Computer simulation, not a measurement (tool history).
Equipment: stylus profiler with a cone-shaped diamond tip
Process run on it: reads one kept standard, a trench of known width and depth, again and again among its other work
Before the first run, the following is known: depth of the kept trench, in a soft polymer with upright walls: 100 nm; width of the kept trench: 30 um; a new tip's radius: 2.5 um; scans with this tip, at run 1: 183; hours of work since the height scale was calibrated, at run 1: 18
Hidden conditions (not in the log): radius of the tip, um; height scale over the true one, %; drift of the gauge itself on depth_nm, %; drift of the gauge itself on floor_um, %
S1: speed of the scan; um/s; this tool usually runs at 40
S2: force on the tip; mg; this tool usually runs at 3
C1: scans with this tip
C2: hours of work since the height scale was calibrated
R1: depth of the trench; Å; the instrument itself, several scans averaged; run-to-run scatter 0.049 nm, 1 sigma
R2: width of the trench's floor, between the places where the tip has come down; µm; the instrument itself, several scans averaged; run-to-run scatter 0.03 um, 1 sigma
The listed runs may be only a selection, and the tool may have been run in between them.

| run | hour | S1 | S2 | C1 | C2 | R1 | R2 |
|---|---|---|---|---|---|---|---|
| 1 | 0 | 40 | 3 | 183 | 18 | 1017.6 | 28.33 |
| 2 | 40.6 | 40 | 3 | 351 | 35 | 1018.5 | 28.35 |
| 3 | 90.1 | 40 | 3 | 556 | 56 | 1018.6 | 28.36 |
| 4 | 116.5 | 40 | 3 | 665 | 67 | 1017.8 | 28.31 |
| 5 | 154 | 40 | 3 | 820 | 83 | 1019.1 | 28.32 |
| 6 | 203.4 | 40 | 6.15 | 1025 | 103 | 1030.3 | 28.39 |
| 7 | 237 | 40 | 6.15 | 1163 | 117 | 1029.9 | 28.47 |
| 8 | 270.3 | 40 | 3 | 1301 | 131 | 1018.3 | 28.3 |
| 9 | 301.6 | 40 | 3 | 1431 | 144 | 1019.2 | 28.4 |
| 10 | 353.4 | 71 | 3 | 1645 | 166 | 1019.1 | 28.11 |
| 11 | 378.7 | 71 | 3 | 1750 | 176 | 1017.7 | 28.14 |
| 12 | 417.6 | 13 | 3 | 1911 | 193 | 1018.9 | 28.44 |
| 13 | 445.2 | 40 | 3 | 2025 | 204 | 1018.6 | 28.32 |
| 14 | 474.5 | 34 | 3 | 2146 | 216 | 1018.9 | 28.38 |
| 15 | 512.4 | 34 | 3 | 2303 | 232 | 1019.4 | 28.31 |
| 16 | 562.7 | 40 | 3.36 | 2511 | 253 | 1021.1 | 28.23 |
| 17 | 589.8 | 40 | 3.36 | 2623 | 264 | 1020.3 | 28.32 |
| 18 | 632.7 | 40 | 3.36 | 2801 | 282 | 1020.3 | 28.31 |
| 19 | 671.4 | 40 | 3 | 2961 | 298 | 1019.3 | 28.24 |
| 20 | 710.2 | 40 | 3 | 3121 | 315 | 1019.4 | 28.27 |
| 21 | 735 | 40 | 5.08 | 3224 | 325 | 1025.9 | 28.29 |
| 22 | 772 | 40 | 5.08 | 3377 | 340 | 1027 | 28.23 |
| 23 | 797.6 | 40 | 5.08 | 3483 | 351 | 1027.4 | 28.29 |
| 24 | 849.6 | 15 | 7.27 | 3698 | 373 | 1034.7 | 28.44 |
| 25 | 890.9 | 64 | 5.52 | 3869 | 390 | 1027.9 | 28.15 |
| 26 | 940.1 | 22 | 2.74 | 4072 | 411 | 1018.1 | 28.3 |
| 27 | 983.2 | 81 | 3.59 | 4251 | 429 | 1021.8 | 28.04 |
| 28 | 1018.7 | 13 | 3.3 | 4397 | 443 | 1020.5 | 28.34 |
| 29 | 1044.7 | 13 | 2.92 | 4505 | 454 | 1018.3 | 28.33 |
| 30 | 1084.4 | 62 | 4.26 | 4669 | 471 | 1024.8 | 28.1 |
| 31 | 1128.9 | 62 | 4.26 | 4853 | 489 | 1024 | 28.14 |

Run 32 is up next; what results do you expect?
| 32 | 1178.3 | 62 | 4.26 | 5058 | 510 | ? | ? |

{"run 32": {"R1": 1025.3, "R2": 28.1}}
Had the tool carried no hidden state, the very same run would have given R1 1023.7 Å, R2 28.32 µm.
